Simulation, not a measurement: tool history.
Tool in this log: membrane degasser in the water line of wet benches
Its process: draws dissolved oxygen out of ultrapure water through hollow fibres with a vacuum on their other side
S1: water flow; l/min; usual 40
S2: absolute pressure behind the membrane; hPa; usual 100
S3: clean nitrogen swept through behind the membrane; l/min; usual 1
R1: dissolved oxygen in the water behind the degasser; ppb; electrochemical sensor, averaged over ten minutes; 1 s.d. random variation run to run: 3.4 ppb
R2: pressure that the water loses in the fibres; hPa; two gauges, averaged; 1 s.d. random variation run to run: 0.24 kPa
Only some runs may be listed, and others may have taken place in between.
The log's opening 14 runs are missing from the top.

run,hour,S1,S2,S3,R1,R2
15,2399.5,40,100,1,646.3,665.6
16,2624.3,40,100,1,648.3,670.5
# hour 2682.5: vacuum gauge calibrated
17,2817.8,40,100,1,641.2,662
18,2956.3,40,100,1,649.1,666.2
19,3107.7,40,100,1,652.1,670.6
20,3325.9,42,84,1.83,410.5,700.2
21,3433.1,48,89,1,719.2,803.3
22,3543.2,40,60,1,362.5,666.3
23,3662.8,40,60,1,362.7,666.1
24,3866.2,57,159,1.47,1196.3,952.1
25,4068.1,57,159,1.47,1211.1,949.1
26,4213.4,57,159,1.47,1198.8,957.6
27,4404.6,57,159,1.47,1203.6,952.8
28,4523,37,215,1.37,1054.5,623.4
29,4750.9,37,215,1.37,1050.4,623.5
30,4864.9,34,100,1,545.3,568.4
31,4983.8,26,100,1,401.2,437.9
32,5132.1,51,93,1,816.9,858.4

Each row is a separate what-if for the run after 32, all from the same tool condition, not one after another. Results?
A,5255.5,25,154,2.71,?,?
B,5255.5,38,94,1.66,?,?
C,5255.5,32,102,2.57,?,?

run,R1,R2
A,290.6,422.9
B,422.3,638
C,274.2,539.1
What these runs would have given with no unlogged condition in the tool:
run,R1,R2
A,279.8,397.6
B,392.2,599.7
C,253.8,506.8
